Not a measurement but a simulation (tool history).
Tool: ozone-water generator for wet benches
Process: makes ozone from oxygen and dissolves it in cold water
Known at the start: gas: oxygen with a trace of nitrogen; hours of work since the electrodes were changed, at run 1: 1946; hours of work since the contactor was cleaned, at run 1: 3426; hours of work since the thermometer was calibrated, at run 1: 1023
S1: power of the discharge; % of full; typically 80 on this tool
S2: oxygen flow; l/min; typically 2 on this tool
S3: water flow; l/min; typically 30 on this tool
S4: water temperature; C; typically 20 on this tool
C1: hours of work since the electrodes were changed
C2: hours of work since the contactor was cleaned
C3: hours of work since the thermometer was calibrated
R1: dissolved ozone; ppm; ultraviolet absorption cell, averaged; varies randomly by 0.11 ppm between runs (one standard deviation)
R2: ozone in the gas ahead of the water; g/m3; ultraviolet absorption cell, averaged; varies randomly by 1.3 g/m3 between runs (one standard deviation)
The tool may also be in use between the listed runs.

| run | hour | S1 | S2 | S3 | S4 | C1 | C2 | C3 | R1 | R2 |
|---|---|---|---|---|---|---|---|---|---|---|
| 1 | 0 | 80 | 2 | 30 | 20 | 1946 | 3426 | 1023 | 7.7 | 234.7 |
| 2 | 36.4 | 80 | 2 | 30 | 20 | 1982 | 3462 | 1059 | 7.5 | 236 |
| 3 | 89.6 | 80 | 2 | 30 | 20 | 2035 | 3515 | 1112 | 7.8 | 235 |
| 4 | 141.3 | 80 | 2 | 30 | 20 | 2087 | 3566 | 1163 | 7.8 | 235.5 |
| 5 | 193.6 | 80 | 2 | 30 | 20 | 2139 | 3618 | 1215 | 7.5 | 233.1 |
| 6 | 217.7 | 80 | 2 | 30 | 20 | 2163 | 3642 | 1239 | 7.7 | 230.7 |
| 7 | 261.5 | 80 | 2 | 30 | 20 | 2206 | 3686 | 1283 | 7.6 | 233.7 |
| 8 | 314.8 | 74 | 2 | 22 | 20 | 2259 | 3739 | 1336 | 10.5 | 219.6 |
|  | 346.6 | contactor cleaned |
| 9 | 366 | 84 | 2 | 30 | 16 | 2306 | 19 | 1383 | 8.2 | 239.8 |
| 10 | 408.7 | 84 | 2 | 21 | 15 | 2348 | 62 | 1425 | 12.6 | 241.2 |
| 11 | 440.5 | 50 | 2 | 21 | 15 | 2380 | 93 | 1457 | 8.6 | 162.8 |
| 12 | 463.5 | 63 | 2 | 37 | 20 | 2403 | 116 | 1480 | 4.8 | 193 |
| 13 | 506.6 | 71 | 1.36 | 37 | 12 | 2446 | 159 | 1523 | 4.6 | 245.2 |

4 ways to go on from here, each from the tool as it stands after run 13. What would each give?
| A | 555.7 | 58 | 2.1 | 22 | 12 | 2495 | 208 | 1571 | ? | ? |
| B | 555.7 | 42 | 2 | 30 | 16 | 2495 | 208 | 1571 | ? | ? |
| C | 555.7 | 52 | 1.98 | 27 | 20 | 2495 | 208 | 1571 | ? | ? |
| D | 555.7 | 80 | 2 | 41 | 21 | 2495 | 208 | 1571 | ? | ? |

| run | R1 | R2 |
|---|---|---|
| A | 9.4 | 176.5 |
| B | 4.6 | 140.7 |
| C | 6.1 | 167.2 |
| D | 5 | 231.2 |
With no hidden state in the tool, these same runs would have given:
| run | R1 | R2 |
|---|---|---|
| A | 9.5 | 179.8 |
| B | 4.6 | 143.3 |
| C | 6.2 | 170.3 |
| D | 5 | 235.6 |
